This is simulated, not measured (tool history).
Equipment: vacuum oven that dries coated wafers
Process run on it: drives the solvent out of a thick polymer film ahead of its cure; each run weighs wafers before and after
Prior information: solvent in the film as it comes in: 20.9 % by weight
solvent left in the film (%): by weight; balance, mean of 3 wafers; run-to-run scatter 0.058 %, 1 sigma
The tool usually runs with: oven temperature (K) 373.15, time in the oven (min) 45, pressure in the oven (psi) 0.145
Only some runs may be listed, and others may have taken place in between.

run	hour	oven temperature (K)	time in the oven (min)	pressure in the oven (psi)	solvent left in the film (%)
1	0	373.15	45	0.145	3.95
2	47.6	373.15	45	0.145	3.96
3	115.4	373.15	45	0.145	3.88
4	202.5	373.15	45	0.145	3.94
5	301.2	373.15	45	0.145	3.96
# hour 337: oven's thermocouples calibrated
6	388.6	373.15	45	0.078	2.95
7	453.2	373.15	45	0.145	3.42
8	514	373.15	45	0.145	3.37
9	596.2	373.15	45	0.145	3.39
10	658.8	373.15	45	0.145	3.31
11	759.2	373.15	45	0.145	3.37
12	843.2	373.15	45	0.145	3.54
13	935.3	373.15	45	0.145	3.53
14	1034.2	373.15	45	0.145	3.58
15	1144.4	373.15	53	0.145	2.89
16	1225.8	373.15	49	0.548	4.91
17	1315.4	367.15	49	0.261	5.9
18	1360.7	384.15	28	0.145	2.61
19	1456.7	368.15	32	0.29	8.09
20	1551.4	376.15	37	0.145	3.74
21	1629.7	376.15	34	0.371	5.09

For run 22, what comes out?
22	1731.9	376.15	34	0.371	?

Run 22 came out at solvent left in the film (%) 4.98.
With the hidden condition absent and the run-to-run variation left alone, this run would have shown solvent left in the film (%) 4.17.
